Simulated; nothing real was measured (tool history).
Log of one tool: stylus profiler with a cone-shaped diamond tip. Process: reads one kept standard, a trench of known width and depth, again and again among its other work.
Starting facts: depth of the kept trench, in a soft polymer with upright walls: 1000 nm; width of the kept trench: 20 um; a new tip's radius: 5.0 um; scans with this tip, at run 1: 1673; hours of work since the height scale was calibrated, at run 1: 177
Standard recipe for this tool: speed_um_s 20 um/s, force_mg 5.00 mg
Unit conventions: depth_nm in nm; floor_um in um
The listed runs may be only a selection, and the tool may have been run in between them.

run	hour	speed_um_s	force_mg	scans with this tip	hours of work since the height scale was calibrated	depth_nm	floor_um
1	0.0	20	5.00	1673	177	1027.19	13.74
2	17.7	20	5.00	1766	187	1027.11	13.79
3	32.3	20	5.00	1842	195	1027.35	13.78
4	41.2	20	5.00	1889	200	1027.46	13.81
5	51.8	20	5.00	1944	206	1027.56	13.70
6	63.0	20	5.00	2003	212	1027.50	13.74
7	83.2	6	5.00	2109	224	1027.26	13.77
8	97.8	6	5.00	2185	232	1027.28	13.80
9	112.9	6	5.00	2264	240	1027.29	13.74
10	125.6	6	5.00	2330	247	1027.51	13.76
11	143.5	6	5.00	2424	257	1027.54	13.73
12	155.6	20	4.07	2488	264	1023.94	13.70
13	169.5	6	6.06	2560	271	1031.45	13.74
14	189.3	16	7.05	2664	282	1034.61	13.68
15	202.4	7	4.60	2732	290	1026.28	13.68
16	217.7	14	6.35	2812	298	1032.63	13.70
17	233.2	6	2.67	2893	307	1018.57	13.71

Branching from run 17: 5 alternative next runs. What would each branch give?
A	249.5	17	1.85	2979	316	?	?
B	249.5	6	5.00	2979	316	?	?
C	249.5	34	3.87	2979	316	?	?
D	249.5	44	1.79	2979	316	?	?
E	249.5	42	4.30	2979	316	?	?

run	depth_nm	floor_um
A	1014.73	13.59
B	1027.76	13.71
C	1023.95	13.51
D	1014.92	13.41
E	1025.46	13.56
Take away the tool's hidden state, keep each run's random variation, and the runs would have read:
run	depth_nm	floor_um
A	1013.61	13.86
B	1026.62	13.98
C	1022.82	13.78
D	1013.79	13.69
E	1024.32	13.84
